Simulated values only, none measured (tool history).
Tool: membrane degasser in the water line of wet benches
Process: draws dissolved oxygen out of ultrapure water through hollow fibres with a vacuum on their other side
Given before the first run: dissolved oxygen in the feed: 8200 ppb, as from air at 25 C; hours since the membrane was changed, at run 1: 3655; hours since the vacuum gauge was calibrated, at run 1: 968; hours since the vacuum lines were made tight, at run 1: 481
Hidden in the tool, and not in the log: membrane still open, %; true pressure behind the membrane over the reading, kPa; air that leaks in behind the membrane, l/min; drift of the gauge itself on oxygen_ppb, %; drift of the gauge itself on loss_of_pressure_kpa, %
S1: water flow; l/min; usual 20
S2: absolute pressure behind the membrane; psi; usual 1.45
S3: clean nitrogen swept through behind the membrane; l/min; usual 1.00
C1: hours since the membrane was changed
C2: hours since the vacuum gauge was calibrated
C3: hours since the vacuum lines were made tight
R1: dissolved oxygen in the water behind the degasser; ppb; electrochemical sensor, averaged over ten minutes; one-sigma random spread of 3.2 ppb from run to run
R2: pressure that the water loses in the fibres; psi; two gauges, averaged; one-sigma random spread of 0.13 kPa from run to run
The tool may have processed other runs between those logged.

run      day  S1    S2    S3    C1    C2    C3      R1     R2
  1    0.000  20  1.45  1.00  3655   968   481   568.2  6.425
  2    5.404  20  1.45  1.00  3784  1098   611   575.2  6.396
  3   10.312  20  1.45  1.00  3902  1215   728   576.8  6.421
  4   16.300  20  1.45  1.00  4046  1359   872   577.2  6.459
  5   19.079  20  1.45  1.00  4113  1426   939   576.2  6.451
  6   23.446  20  2.78  1.00  4217  1531  1044   927.5  6.498
  7   26.642  20  2.78  1.00  4294  1607  1120   924.0  6.447
  8   29.575  20  2.32  1.00  4365  1678  1191   811.5  6.414
  9   33.388  20  1.45  0.50  4456  1769  1282   795.7  6.473
      33.979  -- vacuum gauge calibrated
 10   37.933  20  1.45  0.50  4565    95  1391   804.0  6.519
 11   41.458  20  1.45  0.50  4649   180  1475   804.3  6.445
 12   46.483  20  1.45  0.50  4770   300  1596   801.3  6.488
 13   52.229  20  1.45  0.50  4908   438  1734   802.8  6.501
 14   55.821  20  1.45  0.50  4994   524  1820   798.0  6.495
 15   58.529  18  1.45  0.50  5059   589  1885   721.7  5.831
 16   62.867  14  1.45  1.00  5163   693  1989   369.0  4.553
      65.429  -- vacuum gauge calibrated, once more
 17   68.904  15  1.45  0.72  5307    83  2134   467.7  4.866
 18   72.629  14  2.68  1.00  5397   173  2223   609.6  4.538
 19   76.454  14  2.68  1.00  5489   265  2315   614.3  4.596
 20   82.021  14  2.58  1.00  5622   398  2448   595.4  4.547
 21   87.542  15  3.13  0.74  5755   531  2581   924.7  4.872
 22   91.679  15  3.13  0.74  5854   630  2680   924.2  4.908
 23   95.688  28  1.22  2.27  5950   726  2776   673.3  9.136
 24   99.742  20  0.88  1.00  6048   823  2874   432.3  6.522
 25  102.767  14  0.88  0.55  6120   896  2946   309.7  4.559
 26  106.271  19  0.90  0.62  6204   980  3030   468.1  6.206
 27  111.579  19  0.90  0.62  6332  1108  3158   467.4  6.196
 28  117.225  23  1.31  2.12  6467  1243  3293   533.7  7.549
 29  123.050  30  1.31  0.94  6607  1383  3433   933.6  9.857
 30  129.346  20  3.35  0.43  6758  1534  3584  1754.0  6.596
 31  133.729  23  3.42  0.44  6863  1639  3689  1964.9  7.538

Selected run-to-run steps in R1, each split into two signed amounts: the part the tool would show with no hidden state at all (from settings, incoming material and random variation), and the remainder, which goes to the hidden state together with any gauge scatter not common to the measured and the hidden-state-free results:
Run 15 -> 16: S1 18 -> 14, S3 0.50 -> 1.00. R1 -352.7 ppb: hidden state -13.8, all else -338.9.
Run 22 -> 23: S1 15 -> 28, S2 3.13 -> 1.22, S3 0.74 -> 2.27. R1 -250.9 ppb: hidden state +23.6, all else -274.5.
Run 28 -> 29: S1 23 -> 30, S3 2.12 -> 0.94. R1 +399.9 ppb: hidden state +16.7, all else +383.2.
Run 29 -> 30: S1 30 -> 20, S2 1.31 -> 3.35, S3 0.94 -> 0.43. R1 +820.4 ppb: hidden state -26.0, all else +846.4.
